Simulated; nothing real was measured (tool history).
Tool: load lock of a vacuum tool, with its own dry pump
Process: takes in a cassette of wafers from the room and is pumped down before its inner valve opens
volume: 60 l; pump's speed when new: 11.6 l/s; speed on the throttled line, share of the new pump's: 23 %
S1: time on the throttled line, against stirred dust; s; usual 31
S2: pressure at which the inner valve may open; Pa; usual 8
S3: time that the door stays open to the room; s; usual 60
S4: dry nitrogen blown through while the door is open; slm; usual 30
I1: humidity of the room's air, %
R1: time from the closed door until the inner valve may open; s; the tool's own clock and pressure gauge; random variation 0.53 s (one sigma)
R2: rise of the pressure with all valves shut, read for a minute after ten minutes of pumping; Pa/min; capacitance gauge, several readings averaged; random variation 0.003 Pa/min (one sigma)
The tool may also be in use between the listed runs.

Run 1, hour 0.0: usual settings; I1 47.0. Result: R1 75.4 s, R2 0.035 Pa/min.
Run 2, hour 105.2: usual settings; I1 44.3. Result: R1 76.1 s, R2 0.031 Pa/min.
Run 3, hour 210.3: usual settings but S3 48 s; I1 44.3. Result: R1 76.3 s, R2 0.036 Pa/min.
Run 4, hour 278.8: usual settings but S3 48 s; I1 48.0. Result: R1 76.4 s, R2 0.035 Pa/min.
Run 5, hour 342.7: usual settings but S2 14 Pa, S3 48 s; I1 43.2. Result: R1 73.7 s, R2 0.030 Pa/min.
Run 6, hour 421.1: usual settings but S2 14 Pa, S3 48 s; I1 40.7. Result: R1 73.8 s, R2 0.032 Pa/min.
Run 7, hour 499.0: usual settings but S2 14 Pa, S3 48 s; I1 45.0. Result: R1 74.1 s, R2 0.036 Pa/min.
Run 8, hour 562.7: usual settings but S1 18 s, S2 14 Pa, S3 48 s; I1 41.9. Result: R1 63.8 s, R2 0.035 Pa/min.
Run 9, hour 637.3: usual settings but S1 18 s, S2 14 Pa, S3 48 s; I1 42.5. Result: R1 63.9 s, R2 0.032 Pa/min.
Run 10, hour 747.9: usual settings but S1 18 s, S2 14 Pa, S3 48 s, S4 11 slm; I1 44.5. Result: R1 62.8 s, R2 0.050 Pa/min.
Run 11, hour 837.7: usual settings but S1 18 s, S2 14 Pa, S3 48 s, S4 11 slm; I1 46.6. Result: R1 63.7 s, R2 0.051 Pa/min.
Run 12, hour 919.1: usual settings but S1 18 s, S2 14 Pa, S3 48 s, S4 11 slm; I1 50.1. Result: R1 64.6 s, R2 0.060 Pa/min.
Run 13, hour 969.8: usual settings but S1 59 s, S2 14 Pa, S3 42 s, S4 5 slm; I1 45.9. Result: R1 94.1 s, R2 0.053 Pa/min.
Run 14, hour 1016.2: usual settings but S1 59 s, S2 14 Pa, S3 42 s, S4 5 slm; I1 43.7. Result: R1 94.6 s, R2 0.057 Pa/min.
Run 15, hour 1072.8: usual settings but S1 20 s, S2 14 Pa, S4 27 slm; I1 43.1. Result: R1 65.6 s, R2 0.045 Pa/min.
Run 16, hour 1177.2: usual settings but S1 20 s, S2 14 Pa, S4 27 slm; I1 44.9. Result: R1 65.7 s, R2 0.050 Pa/min.
Run 17, hour 1279.5: usual settings but S1 20 s, S2 14 Pa, S4 27 slm; I1 45.0. Result: R1 65.4 s, R2 0.043 Pa/min.
Run 18, hour 1375.7: usual settings but S1 28 s, S4 7 slm; I1 46.0. Result: R1 75.0 s, R2 0.061 Pa/min.
Run 19, hour 1423.2: usual settings but S1 19 s, S2 11 Pa, S3 40 s, S4 14 slm; I1 42.0. Result: R1 66.7 s, R2 0.046 Pa/min.
Run 20, hour 1470.6: usual settings but S4 27 slm; I1 44.3. Result: R1 77.6 s, R2 0.044 Pa/min.
Run 21, hour 1572.1: usual settings but S4 27 slm; I1 42.2. Result: R1 76.6 s, R2 0.047 Pa/min.
Run 22, hour 1655.0: usual settings but S3 51 s; I1 44.6. Result: R1 77.8 s, R2 0.041 Pa/min.
Run 23, hour 1752.3: usual settings but S2 10 Pa, S3 97 s, S4 34 slm; I1 48.1. Result: R1 76.8 s, R2 0.052 Pa/min.

Measured less the same run without the tool's hidden state. The same run-to-run variation is in both; the gauge's scatter may not be:
The hidden state here: pump's speed, % of a new pump's; leak at the door's seal, Pa l/s; drift of the gauge itself on ready_s, %; drift of the gauge itself on rise_pa_min, %.
run    R1      R2
  1  +3.4  +0.003
  2  +3.5  +0.004
  3  +3.6  +0.003
  4  +3.7  +0.004
  5  +3.5  +0.004
  6  +3.5  +0.005
  7  +3.5  +0.004
  8  +3.8  +0.005
  9  +3.9  +0.005
 10  +3.9  +0.006
 11  +4.0  +0.006
 12  +4.1  +0.007
 13  +3.2  +0.007
 14  +3.2  +0.007
 15  +4.1  +0.007
 16  +4.2  +0.008
 17  +4.3  +0.008
 18  +4.5  +0.008
 19  +4.6  +0.009
 20  +4.6  +0.008
 21  +4.6  +0.009
 22  +4.7  +0.009
 23  +4.5  +0.011
